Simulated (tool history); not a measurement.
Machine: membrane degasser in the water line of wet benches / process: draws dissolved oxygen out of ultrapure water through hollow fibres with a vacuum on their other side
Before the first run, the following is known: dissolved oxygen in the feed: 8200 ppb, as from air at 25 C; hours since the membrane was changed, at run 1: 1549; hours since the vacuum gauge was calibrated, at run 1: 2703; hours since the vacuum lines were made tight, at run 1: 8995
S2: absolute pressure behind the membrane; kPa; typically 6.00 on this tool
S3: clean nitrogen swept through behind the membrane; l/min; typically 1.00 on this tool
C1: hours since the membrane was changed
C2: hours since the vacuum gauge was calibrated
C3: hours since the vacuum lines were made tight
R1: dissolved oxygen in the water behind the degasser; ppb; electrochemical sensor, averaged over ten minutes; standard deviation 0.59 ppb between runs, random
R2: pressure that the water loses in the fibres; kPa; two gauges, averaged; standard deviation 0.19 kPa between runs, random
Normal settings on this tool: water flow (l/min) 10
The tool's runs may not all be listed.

{"run": 1, "hour": 0.0, "water flow (l/min)": 10, "S2": 6.0, "S3": 1.0, "C1": 1549, "C2": 2703, "C3": 8995, "R1": 77.0, "R2": 37.53}
{"run": 2, "hour": 39.2, "water flow (l/min)": 10, "S2": 6.0, "S3": 1.0, "C1": 1588, "C2": 2742, "C3": 9034, "R1": 75.6, "R2": 37.68}
{"run": 3, "hour": 90.6, "water flow (l/min)": 10, "S2": 5.77, "S3": 1.0, "C1": 1639, "C2": 2793, "C3": 9086, "R1": 69.8, "R2": 37.89}
{"run": 4, "hour": 140.5, "water flow (l/min)": 10, "S2": 5.77, "S3": 1.12, "C1": 1689, "C2": 2843, "C3": 9136, "R1": 63.7, "R2": 38.0}
{"run": 5, "hour": 211.2, "water flow (l/min)": 10, "S2": 5.77, "S3": 1.12, "C1": 1760, "C2": 2914, "C3": 9206, "R1": 63.0, "R2": 38.09}
{"run": 6, "hour": 273.4, "water flow (l/min)": 10, "S2": 5.77, "S3": 1.12, "C1": 1822, "C2": 2976, "C3": 9269, "R1": 63.3, "R2": 38.11}
{"run": 7, "hour": 334.6, "water flow (l/min)": 10, "S2": 6.0, "S3": 1.0, "C1": 1883, "C2": 3037, "C3": 9330, "R1": 75.6, "R2": 37.76}
{"run": 8, "hour": 365.6, "water flow (l/min)": 10, "S2": 6.0, "S3": 1.0, "C1": 1914, "C2": 3068, "C3": 9361, "R1": 75.9, "R2": 38.04}
{"run": 9, "hour": 402.5, "water flow (l/min)": 10, "S2": 6.0, "S3": 1.0, "C1": 1951, "C2": 3105, "C3": 9398, "R1": 76.1, "R2": 37.98}
{"run": 10, "hour": 437.9, "water flow (l/min)": 10, "S2": 6.0, "S3": 1.0, "C1": 1986, "C2": 3141, "C3": 9433, "R1": 75.4, "R2": 37.86}
{"run": 11, "hour": 494.7, "water flow (l/min)": 10, "S2": 6.0, "S3": 0.4, "C1": 2043, "C2": 3197, "C3": 9490, "R1": 164.2, "R2": 37.88}
{"run": 12, "hour": 529.5, "water flow (l/min)": 10, "S2": 6.0, "S3": 0.4, "C1": 2078, "C2": 3232, "C3": 9525, "R1": 162.9, "R2": 37.58}
{"run": 13, "hour": 574.9, "water flow (l/min)": 7, "S2": 6.0, "S3": 1.0, "C1": 2123, "C2": 3278, "C3": 9570, "R1": 53.0, "R2": 26.55}
{"run": 14, "hour": 628.3, "water flow (l/min)": 7, "S2": 6.0, "S3": 1.0, "C1": 2177, "C2": 3331, "C3": 9623, "R1": 53.1, "R2": 26.56}
{"run": 15, "hour": 691.8, "water flow (l/min)": 7, "S2": 6.0, "S3": 1.0, "C1": 2240, "C2": 3394, "C3": 9687, "R1": 52.5, "R2": 26.59}
{"run": 16, "hour": 731.5, "water flow (l/min)": 7, "S2": 6.0, "S3": 1.0, "C1": 2280, "C2": 3434, "C3": 9727, "R1": 53.3, "R2": 26.63}
{"run": 17, "hour": 794.7, "water flow (l/min)": 12, "S2": 4.13, "S3": 1.73, "C1": 2343, "C2": 3497, "C3": 9790, "R1": 30.7, "R2": 45.72}
{"hour": 833.4, "done": "seals of the vacuum lines changed"}
{"run": 18, "hour": 867.9, "water flow (l/min)": 10, "S2": 4.5, "S3": 1.0, "C1": 2414, "C2": 3569, "C3": 34, "R1": 39.5, "R2": 38.15}
{"run": 19, "hour": 918.4, "water flow (l/min)": 8, "S2": 12.78, "S3": 0.97, "C1": 2465, "C2": 3619, "C3": 85, "R1": 189.4, "R2": 30.63}
{"run": 20, "hour": 979.8, "water flow (l/min)": 8, "S2": 12.78, "S3": 0.97, "C1": 2526, "C2": 3681, "C3": 146, "R1": 189.7, "R2": 30.36}
{"run": 21, "hour": 1031.7, "water flow (l/min)": 8, "S2": 12.78, "S3": 0.97, "C1": 2578, "C2": 3732, "C3": 198, "R1": 189.1, "R2": 29.74}
{"run": 22, "hour": 1094.9, "water flow (l/min)": 15, "S2": 8.53, "S3": 1.02, "C1": 2641, "C2": 3796, "C3": 261, "R1": 212.9, "R2": 56.88}
{"run": 23, "hour": 1149.6, "water flow (l/min)": 15, "S2": 8.53, "S3": 1.02, "C1": 2696, "C2": 3850, "C3": 316, "R1": 215.0, "R2": 57.18}
{"run": 24, "hour": 1206.2, "water flow (l/min)": 15, "S2": 8.53, "S3": 1.02, "C1": 2753, "C2": 3907, "C3": 373, "R1": 215.4, "R2": 56.99}
{"run": 25, "hour": 1274.2, "water flow (l/min)": 15, "S2": 8.53, "S3": 1.02, "C1": 2821, "C2": 3975, "C3": 441, "R1": 215.8, "R2": 57.18}
{"run": 26, "hour": 1346.0, "water flow (l/min)": 8, "S2": 6.2, "S3": 0.42, "C1": 2892, "C2": 4047, "C3": 513, "R1": 135.0, "R2": 30.45}
{"run": 27, "hour": 1376.5, "water flow (l/min)": 8, "S2": 6.2, "S3": 0.42, "C1": 2923, "C2": 4077, "C3": 543, "R1": 135.4, "R2": 30.58}
{"run": 28, "hour": 1429.2, "water flow (l/min)": 8, "S2": 6.2, "S3": 0.42, "C1": 2976, "C2": 4130, "C3": 596, "R1": 135.6, "R2": 30.69}
{"run": 29, "hour": 1465.3, "water flow (l/min)": 9, "S2": 6.0, "S3": 1.81, "C1": 3012, "C2": 4166, "C3": 632, "R1": 39.0, "R2": 34.31}
{"run": 30, "hour": 1529.4, "water flow (l/min)": 12, "S2": 14.6, "S3": 0.49, "C1": 3076, "C2": 4230, "C3": 696, "R1": 596.1, "R2": 45.91}

Expected results for the next run?
{"run": 31, "hour": 1562.8, "water flow (l/min)": 7, "S2": 7.11, "S3": 1.0, "C1": 3109, "C2": 4264, "C3": 729, "R1": "?", "R2": "?"}

{"run 31": {"R1": 69.6, "R2": 26.81}}
Minus the tool's unlogged condition, the same run would have read R1 66.0 ppb, R2 26.29 kPa.
